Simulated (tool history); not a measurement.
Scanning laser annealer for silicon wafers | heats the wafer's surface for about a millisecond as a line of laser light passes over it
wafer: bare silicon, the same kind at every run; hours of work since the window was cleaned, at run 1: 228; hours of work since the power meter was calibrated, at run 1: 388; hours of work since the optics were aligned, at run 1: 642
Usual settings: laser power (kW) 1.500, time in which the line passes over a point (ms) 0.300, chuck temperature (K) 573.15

| run | day | laser power (kW) | time in which the line passes over a point (ms) | chuck temperature (K) | hours of work since the window was cleaned | hours of work since the power meter was calibrated | hours of work since the optics were aligned | highest temperature of the surface (K) |
|---|---|---|---|---|---|---|---|---|
| 1 | 0.000 | 1.500 | 0.300 | 573.15 | 228 | 388 | 642 | 1263.15 |
| 2 | 1.208 | 1.292 | 0.300 | 573.15 | 244 | 405 | 658 | 1176.15 |
| 3 | 2.912 | 1.292 | 0.300 | 573.15 | 267 | 428 | 681 | 1174.15 |
| 4 | 4.700 | 1.392 | 0.300 | 573.15 | 292 | 453 | 706 | 1214.15 |
| 5 | 7.538 | 1.492 | 0.300 | 573.15 | 330 | 491 | 744 | 1256.15 |
| 6 | 9.112 | 1.500 | 0.253 | 573.15 | 352 | 513 | 766 | 1197.15 |
| 7 | 10.408 | 1.453 | 0.253 | 573.15 | 369 | 530 | 784 | 1178.15 |
| 8 | 12.112 | 1.402 | 0.300 | 573.15 | 393 | 554 | 807 | 1210.15 |
| 9 | 14.396 | 1.500 | 0.300 | 573.15 | 424 | 585 | 838 | 1250.15 |
| 10 | 15.725 | 1.500 | 0.300 | 573.15 | 442 | 603 | 856 | 1254.15 |
| 11 | 17.042 | 1.500 | 0.303 | 573.15 | 460 | 621 | 874 | 1254.15 |
| 12 | 18.771 | 1.500 | 0.300 | 573.15 | 483 | 644 | 897 | 1251.15 |
| 13 | 21.238 | 1.500 | 0.300 | 573.15 | 517 | 678 | 931 | 1249.15 |
| 14 | 23.871 | 1.500 | 0.300 | 573.15 | 553 | 714 | 967 | 1249.15 |
| 15 | 25.646 | 1.500 | 0.300 | 573.15 | 577 | 738 | 991 | 1247.15 |
| 16 | 27.908 | 1.500 | 0.300 | 573.15 | 608 | 769 | 1022 | 1246.15 |
| 17 | 29.529 | 1.500 | 0.300 | 573.15 | 630 | 791 | 1044 | 1244.15 |
| 18 | 31.779 | 1.500 | 0.300 | 573.15 | 661 | 821 | 1075 | 1241.15 |
| 19 | 33.025 | 1.500 | 0.300 | 573.15 | 678 | 838 | 1092 | 1243.15 |
| 20 | 34.662 | 1.355 | 0.300 | 573.15 | 700 | 861 | 1114 | 1181.15 |
|  | 35.192 | window over the wafer cleaned |
| 21 | 35.888 | 1.355 | 0.300 | 573.15 | 10 | 876 | 1130 | 1209.15 |
| 22 | 37.046 | 1.355 | 0.300 | 573.15 | 25 | 892 | 1145 | 1204.15 |
| 23 | 38.300 | 1.525 | 0.336 | 573.15 | 42 | 909 | 1162 | 1323.15 |
| 24 | 39.804 | 1.318 | 0.234 | 586.15 | 63 | 930 | 1183 | 1120.15 |
| 25 | 41.983 | 1.500 | 0.255 | 573.15 | 93 | 959 | 1213 | 1204.15 |
| 26 | 44.600 | 1.321 | 0.255 | 537.15 | 128 | 995 | 1248 | 1100.15 |
| 27 | 46.354 | 1.500 | 0.300 | 549.15 | 152 | 1019 | 1272 | 1235.15 |
| 28 | 48.825 | 1.500 | 0.300 | 549.15 | 186 | 1053 | 1306 | 1236.15 |
| 29 | 50.946 | 1.593 | 0.219 | 534.15 | 215 | 1082 | 1335 | 1146.15 |
|  | 51.317 | optics aligned, line set to its width |
| 30 | 53.517 | 1.593 | 0.219 | 534.15 | 247 | 1114 | 30 | 1139.15 |
| 31 | 54.662 | 1.355 | 0.357 | 535.15 | 262 | 1129 | 46 | 1218.15 |
| 32 | 56.025 | 1.428 | 0.249 | 555.15 | 281 | 1148 | 64 | 1146.15 |
| 33 | 58.367 | 1.467 | 0.300 | 605.15 | 313 | 1180 | 96 | 1269.15 |
| 34 | 60.033 | 1.500 | 0.294 | 573.15 | 336 | 1202 | 119 | 1242.15 |
| 35 | 62.712 | 1.550 | 0.222 | 573.15 | 372 | 1239 | 155 | 1169.15 |
|  | 63.812 | optics aligned, line set to its width, once more |
| 36 | 65.462 | 1.387 | 0.258 | 555.15 | 407 | 1274 | 22 | 1140.15 |
| 37 | 66.862 | 1.500 | 0.363 | 573.15 | 426 | 1293 | 42 | 1329.15 |
| 38 | 68.375 | 1.400 | 0.229 | 545.15 | 446 | 1313 | 62 | 1097.15 |
| 39 | 70.529 | 1.400 | 0.229 | 545.15 | 476 | 1343 | 92 | 1099.15 |
| 40 | 72.596 | 1.400 | 0.229 | 545.15 | 504 | 1371 | 120 | 1096.15 |
| 41 | 73.912 | 1.635 | 0.300 | 573.15 | 522 | 1389 | 138 | 1306.15 |

Hidden state or all else? Some run-to-run changes of highest temperature of the surface (K), split into what the settings, what came in and random variation would give without the hidden state, and what is left for the hidden state (with any gauge scatter that isn't in both results):
The hidden state here: light that passes the window, % of a clean one's; laser's true power over the reading, %; width of the line over the set one, %; drift of the gauge itself on peak_c, C.
Run 20 -> 21: window over the wafer cleaned. highest temperature of the surface (K) +28.00: hidden state +26.00, all else +2.00.
Run 23 -> 24: laser power (kW) 1.525 -> 1.318, time in which the line passes over a point (ms) 0.336 -> 0.234, chuck temperature (K) 573.15 -> 586.15. highest temperature of the surface (K) -203.00: hidden state +3.00, all else -206.00.
Run 35 -> 36: laser power (kW) 1.550 -> 1.387, time in which the line passes over a point (ms) 0.222 -> 0.258, chuck temperature (K) 573.15 -> 555.15, optics aligned, line set to its width, once more. highest temperature of the surface (K) -29.00: hidden state +7.00, all else -36.00.
Run 37 -> 38: laser power (kW) 1.500 -> 1.400, time in which the line passes over a point (ms) 0.363 -> 0.229, chuck temperature (K) 573.15 -> 545.15. highest temperature of the surface (K) -232.00: hidden state +6.00, all else -238.00.
Run 40 -> 41: laser power (kW) 1.400 -> 1.635, time in which the line passes over a point (ms) 0.229 -> 0.300, chuck temperature (K) 545.15 -> 573.15. highest temperature of the surface (K) +210.00: hidden state -9.00, all else +219.00.

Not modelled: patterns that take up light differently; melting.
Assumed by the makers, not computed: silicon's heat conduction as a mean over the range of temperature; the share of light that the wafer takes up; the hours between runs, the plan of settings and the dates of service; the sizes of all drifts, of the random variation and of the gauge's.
